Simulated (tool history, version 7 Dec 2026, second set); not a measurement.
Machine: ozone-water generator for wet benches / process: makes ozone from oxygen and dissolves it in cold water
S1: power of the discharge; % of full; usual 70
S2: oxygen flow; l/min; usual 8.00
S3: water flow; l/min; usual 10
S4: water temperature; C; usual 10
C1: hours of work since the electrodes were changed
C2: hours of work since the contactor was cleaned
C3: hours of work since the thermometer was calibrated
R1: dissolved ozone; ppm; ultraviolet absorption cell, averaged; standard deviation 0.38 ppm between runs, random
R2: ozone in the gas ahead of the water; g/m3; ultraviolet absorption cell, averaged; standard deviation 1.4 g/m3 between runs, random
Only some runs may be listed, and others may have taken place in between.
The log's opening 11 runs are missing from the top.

Run 12, hour 1238.5: usual settings; C1 4881; C2 130; C3 2016. Result: R1 57.2 ppm, R2 248.4 g/m3.
Run 13, hour 1304.6: usual settings but S1 40 % of full; C1 4938; C2 187; C3 2073. Result: R1 35.3 ppm, R2 154.8 g/m3.
Run 14, hour 1466.0: usual settings; C1 5077; C2 326; C3 2212. Result: R1 56.7 ppm, R2 248.3 g/m3.
Run 15, hour 1591.3: usual settings; C1 5185; C2 434; C3 2319. Result: R1 56.9 ppm, R2 245.5 g/m3.
Run 16, hour 1749.4: usual settings but S2 6.47 l/min; C1 5320; C2 569; C3 2455. Result: R1 59.1 ppm, R2 279.1 g/m3.
Run 17, hour 1820.7: usual settings but S4 16 C; C1 5382; C2 631; C3 2516. Result: R1 49.6 ppm, R2 245.3 g/m3.
Run 18, hour 1899.2: usual settings but S2 9.18 l/min, S3 7 l/min, S4 6 C; C1 5449; C2 698; C3 2584. Result: R1 70.6 ppm, R2 228.4 g/m3.
Run 19, hour 1967.1: usual settings but S1 66 % of full, S2 4.06 l/min, S3 15 l/min, S4 6 C; C1 5507; C2 756; C3 2642. Result: R1 46.1 ppm, R2 346.1 g/m3.
Run 20, hour 2094.4: usual settings but S1 78 % of full, S2 4.06 l/min, S3 15 l/min, S4 6 C; C1 5617; C2 866; C3 2751. Result: R1 52.3 ppm, R2 399.9 g/m3.
Run 21, hour 2181.8: usual settings but S1 40 % of full, S3 9 l/min; C1 5692; C2 941; C3 2826. Result: R1 36.9 ppm, R2 154.1 g/m3.
Run 22, hour 2275.8: usual settings but S1 40 % of full, S3 9 l/min; C1 5773; C2 1022; C3 2907. Result: R1 36.8 ppm, R2 154.3 g/m3.
Run 23, hour 2415.1: usual settings but S1 40 % of full, S3 8 l/min, S4 14 C; C1 5892; C2 1141; C3 3027. Result: R1 36.0 ppm, R2 152.5 g/m3.
Run 24, hour 2490.6: usual settings but S1 62 % of full, S2 6.61 l/min, S3 14 l/min; C1 5957; C2 1206; C3 3092. Result: R1 41.6 ppm, R2 247.0 g/m3.
Run 25, hour 2576.8: usual settings but S1 52 % of full, S2 4.24 l/min, S3 14 l/min, S4 6 C; C1 6031; C2 1280; C3 3166. Result: R1 39.0 ppm, R2 275.9 g/m3.
Run 26, hour 2728.5: usual settings but S1 47 % of full, S2 4.24 l/min, S3 15 l/min, S4 11 C; C1 6162; C2 1411; C3 3296. Result: R1 31.5 ppm, R2 257.0 g/m3.
Run 27, hour 2849.6: usual settings but S1 47 % of full, S2 4.24 l/min, S3 15 l/min, S4 11 C; C1 6266; C2 1515; C3 3400. Result: R1 31.4 ppm, R2 252.3 g/m3.
Run 28, hour 2936.1: usual settings but S1 47 % of full, S2 4.24 l/min, S3 15 l/min, S4 11 C; C1 6340; C2 1589; C3 3475. Result: R1 32.1 ppm, R2 254.6 g/m3.
Run 29, hour 3058.8: usual settings but S1 89 % of full, S2 11.00 l/min, S3 13 l/min, S4 7 C; C1 6445; C2 1694; C3 3580. Result: R1 57.3 ppm, R2 245.7 g/m3.
Run 30, hour 3212.1: usual settings but S1 89 % of full, S2 11.00 l/min, S3 13 l/min, S4 7 C; C1 6577; C2 1826; C3 3712. Result: R1 56.8 ppm, R2 245.1 g/m3.
Run 31, hour 3302.5: usual settings but S1 89 % of full, S2 4.39 l/min, S3 13 l/min, S4 7 C; C1 6655; C2 1904; C3 3789. Result: R1 64.1 ppm, R2 422.0 g/m3.
Run 32, hour 3375.5: usual settings but S1 89 % of full, S2 4.39 l/min, S3 13 l/min, S4 7 C; C1 6718; C2 1966; C3 3852. Result: R1 63.4 ppm, R2 418.9 g/m3.

Predict each of these 4 candidate next runs independently; none follows another, all start after run 32:
Run A, hour 3451.8: usual settings but S1 51 % of full, S2 4.39 l/min, S3 13 l/min, S4 7 C; C1 6783; C2 2032; C3 3918. Result: R1 ?, R2 ?.
Run B, hour 3451.8: usual settings but S1 51 % of full, S3 11 l/min; C1 6783; C2 2032; C3 3918. Result: R1 ?, R2 ?.
Run C, hour 3451.8: usual settings but S1 76 % of full, S2 12.73 l/min; C1 6783; C2 2032; C3 3918. Result: R1 ?, R2 ?.
Run D, hour 3451.8: usual settings but S2 9.68 l/min, S3 14 l/min, S4 18 C; C1 6783; C2 2032; C3 3918. Result: R1 ?, R2 ?.

run    R1     R2
  A  40.3  263.8
  B  39.7  186.5
  C  51.0  195.5
  D  36.4  214.3
Had the tool no hidden state, the same runs would have come out as:
run    R1     R2
  A  43.4  281.3
  B  42.8  198.9
  C  56.8  215.0
  D  40.2  234.1
